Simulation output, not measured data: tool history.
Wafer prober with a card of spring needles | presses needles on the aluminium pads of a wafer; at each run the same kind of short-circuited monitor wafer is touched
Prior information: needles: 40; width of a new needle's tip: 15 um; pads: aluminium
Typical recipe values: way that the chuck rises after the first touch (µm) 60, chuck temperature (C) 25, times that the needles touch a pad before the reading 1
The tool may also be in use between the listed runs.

run     day  way that the chuck rises after the first touch (µm)  chuck temperature (C)  times that the needles touch a pad before the reading  resistance of one needle with its contact and lead (mohm)  way that a needle slides on the pad (µm)
  1   0.000                                                   60                     25                                                      1                                                        279                                     10.62
      0.192  -- tips cleaned on abrasive film
      1.125  -- tips cleaned on abrasive film
  2   1.388                                                   60                     25                                                      1                                                        266                                     10.30
      1.938  -- tips cleaned on abrasive film
      2.833  -- tips cleaned on abrasive film
      3.717  -- tips cleaned on abrasive film
      4.288  -- height of the first contact set anew
      4.483  -- tips cleaned on abrasive film
  3   4.483                                                   60                     25                                                      1                                                        231                                     10.92
      5.342  -- tips cleaned on abrasive film
  4   5.996                                                   60                     25                                                      1                                                        283                                     10.99
      6.188  -- tips cleaned on abrasive film
      7.104  -- tips cleaned on abrasive film
      7.979  -- tips cleaned on abrasive film
  5   8.221                                                   63                     25                                                      1                                                        253                                     11.48
      8.742  -- tips cleaned on abrasive film
      9.612  -- tips cleaned on abrasive film
  6   9.612                                                   63                     25                                                      1                                                        236                                     11.44
     10.517  -- tips cleaned on abrasive film
     11.425  -- tips cleaned on abrasive film
     12.358  -- tips cleaned on abrasive film
  7  12.425                                                   63                     25                                                      1                                                        243                                     11.39
     13.162  -- tips cleaned on abrasive film
     14.025  -- tips cleaned on abrasive film
  8  14.050                                                   63                     25                                                      1                                                        238                                     11.32
     14.792  -- tips cleaned on abrasive film
     15.717  -- tips cleaned on abrasive film
     16.529  -- tips cleaned on abrasive film, once more
  9  17.050                                                   63                     25                                                      1                                                        275                                     11.32
     17.417  -- tips cleaned on abrasive film
     18.312  -- tips cleaned on abrasive film
     19.200  -- tips cleaned on abrasive film
 10  19.312                                                   60                     25                                                      3                                                        233                                     10.72
     19.954  -- tips cleaned on abrasive film
     20.842  -- tips cleaned on abrasive film
     21.708  -- tips cleaned on abrasive film
 11  22.283                                                   60                     25                                                      1                                                        283                                     10.66
     22.471  -- tips cleaned on abrasive film
     23.408  -- tips cleaned on abrasive film
     24.154  -- tips cleaned on abrasive film
 12  24.271                                                   60                     25                                                      1                                                        251                                     10.61
     25.021  -- tips cleaned on abrasive film
     25.912  -- tips cleaned on abrasive film
     26.842  -- tips cleaned on abrasive film
 13  26.858                                                   60                     25                                                      1                                                        239                                     10.51
     27.712  -- tips cleaned on abrasive film
     28.608  -- tips cleaned on abrasive film
     29.358  -- tips cleaned on abrasive film
 14  29.654                                                   60                     25                                                      1                                                        256                                     10.54
     29.854  -- height of the first contact set anew
     30.167  -- tips cleaned on abrasive film
     31.042  -- tips cleaned on abrasive film
 15  31.100                                                   60                     87                                                      1                                                        258                                     10.96
     31.817  -- tips cleaned on abrasive film
     32.696  -- tips cleaned on abrasive film
 16  32.746                                                   60                     43                                                      2                                                        241                                     10.97
     33.467  -- tips cleaned on abrasive film
     34.238  -- tips cleaned on abrasive film
 17  34.238                                                   57                     25                                                      2                                                        233                                     10.34
     35.108  -- tips cleaned on abrasive film
 18  35.621                                                   52                     32                                                      2                                                        274                                      9.40
     35.971  -- tips cleaned on abrasive film
     36.867  -- tips cleaned on abrasive film
     37.712  -- tips cleaned on abrasive film
 19  37.800                                                   60                     25                                                      1                                                        244                                     10.80
     38.504  -- tips cleaned on abrasive film
     39.438  -- tips cleaned on abrasive film
     40.371  -- tips cleaned on abrasive film
 20  40.471                                                   60                     25                                                      1                                                        248                                     10.74
     41.204  -- tips cleaned on abrasive film
 21  41.796                                                   66                     62                                                      1                                                        288                                     11.85
     42.125  -- tips cleaned on abrasive film
     42.992  -- tips cleaned on abrasive film
 22  43.133                                                   66                     62                                                      1                                                        255                                     11.87
     43.883  -- tips cleaned on abrasive film
     44.717  -- tips cleaned on abrasive film
 23  44.750                                                   66                     62                                                      1                                                        249                                     11.84
     45.488  -- tips cleaned on abrasive film
     46.392  -- tips cleaned on abrasive film
 24  47.029                                                   66                     62                                                      1                                                        285                                     11.75
     47.217  -- tips cleaned on abrasive film
     48.117  -- tips cleaned on abrasive film
     48.967  -- tips cleaned on abrasive film
 25  49.096                                                   60                     25                                                      2                                                        240                                     10.62
     49.800  -- tips cleaned on abrasive film
 26  50.433                                                   61                     32                                                      1                                                        286                                     10.75
     50.612  -- tips cleaned on abrasive film
     51.546  -- tips cleaned on abrasive film
     52.471  -- tips cleaned on abrasive film
 27  52.633                                                   44                     34                                                      3                                                        259                                      7.64
     53.362  -- tips cleaned on abrasive film
     54.112  -- tips cleaned on abrasive film
 28  54.379                                                   44                     34                                                      3                                                        267                                      7.60

Here are 3 independent what-if runs from the current tool condition. What would each one return?
     54.925  -- tips cleaned on abrasive film
     55.308  -- height of the first contact set anew
     55.792  -- tips cleaned on abrasive film
  A  55.792                                                   60                     25                                                      1                                                          ?                                         ?
     54.925  -- tips cleaned on abrasive film
     55.308  -- height of the first contact set anew
     55.792  -- tips cleaned on abrasive film
  B  55.792                                                   41                     25                                                      1                                                          ?                                         ?
     54.925  -- tips cleaned on abrasive film
     55.308  -- height of the first contact set anew
     55.792  -- tips cleaned on abrasive film
  C  55.792                                                   60                     46                                                      1                                                          ?                                         ?

run  resistance of one needle with its contact and lead (mohm)  way that a needle slides on the pad (µm)
  A                                                        239                                     10.94
  B                                                        252                                      7.54
  C                                                        243                                     10.98
Stripped of hidden state, with their random variation kept, the same runs would have yielded:
run  resistance of one needle with its contact and lead (mohm)  way that a needle slides on the pad (µm)
  A                                                        229                                     10.95
  B                                                        233                                      7.55
  C                                                        233                                     10.99
